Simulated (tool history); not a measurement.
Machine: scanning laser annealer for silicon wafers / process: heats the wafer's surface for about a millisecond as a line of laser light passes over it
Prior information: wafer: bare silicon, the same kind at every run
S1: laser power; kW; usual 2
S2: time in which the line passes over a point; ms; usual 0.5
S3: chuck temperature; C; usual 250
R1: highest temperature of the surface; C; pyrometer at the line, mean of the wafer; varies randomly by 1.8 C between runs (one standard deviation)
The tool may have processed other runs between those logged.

run,hour,S1,S2,S3,R1
1,0,2,0.5,250,1045
2,10.9,2,0.5,237,1029
3,17.2,2,0.5,237,1033
4,28.6,2,0.5,237,1026
5,41.6,2,0.5,237,1028
6,53.7,1.931,0.5,250,1012
7,64.7,2,0.5,250,1043
8,70.7,2,0.5,226,1018
9,81.3,2,0.509,250,1048
10,93.3,2.059,0.509,250,1077
11,105.3,1.954,0.5,250,1019
12,117,2.063,0.5,250,1070
13,125.5,2.063,0.5,250,1071
14,138,2.063,0.5,250,1069
15,148.4,2.063,0.5,250,1070
16,158,2.176,0.5,250,1120
17,165.3,2,0.5,250,1035
18,179.1,2,0.5,267,1055
19,185.2,2,0.543,274,1092
20,196.9,1.845,0.5,250,964
21,206.3,2.135,0.491,264,1101
22,218.5,2.135,0.491,264,1103
23,232.3,2.141,0.417,226,1003
24,240.3,1.906,0.597,250,1058
25,251,2.101,0.5,250,1079
26,265,2.054,0.391,280,993
27,275.3,1.879,0.5,265,991
28,281.2,2,0.414,263,974
29,295.1,2,0.414,229,937
30,301.7,1.782,0.473,252,914
31,309.7,2,0.5,220,999
32,322.9,2,0.5,220,1002
33,335.1,1.814,0.409,269,892
34,342.7,1.967,0.409,245,936
35,354.7,1.967,0.409,245,935
36,365.7,1.771,0.409,245,852

Per-run results on a tool with no hidden state, each run keeping its own random variation:
Hidden conditions of the tool in this case: light that passes the window, % of a clean one's; laser's true power over the reading, %; width of the line over the set one, %; drift of the gauge itself on peak_c, C.
run,R1
1,1059
2,1043
3,1048
4,1041
5,1044
6,1027
7,1060
8,1035
9,1066
10,1096
11,1037
12,1090
13,1092
14,1090
15,1091
16,1143
17,1056
18,1077
19,1115
20,984
21,1126
22,1128
23,1027
24,1084
25,1106
26,1016
27,1015
28,998
29,961
30,937
31,1027
32,1031
33,915
34,962
35,961
36,876

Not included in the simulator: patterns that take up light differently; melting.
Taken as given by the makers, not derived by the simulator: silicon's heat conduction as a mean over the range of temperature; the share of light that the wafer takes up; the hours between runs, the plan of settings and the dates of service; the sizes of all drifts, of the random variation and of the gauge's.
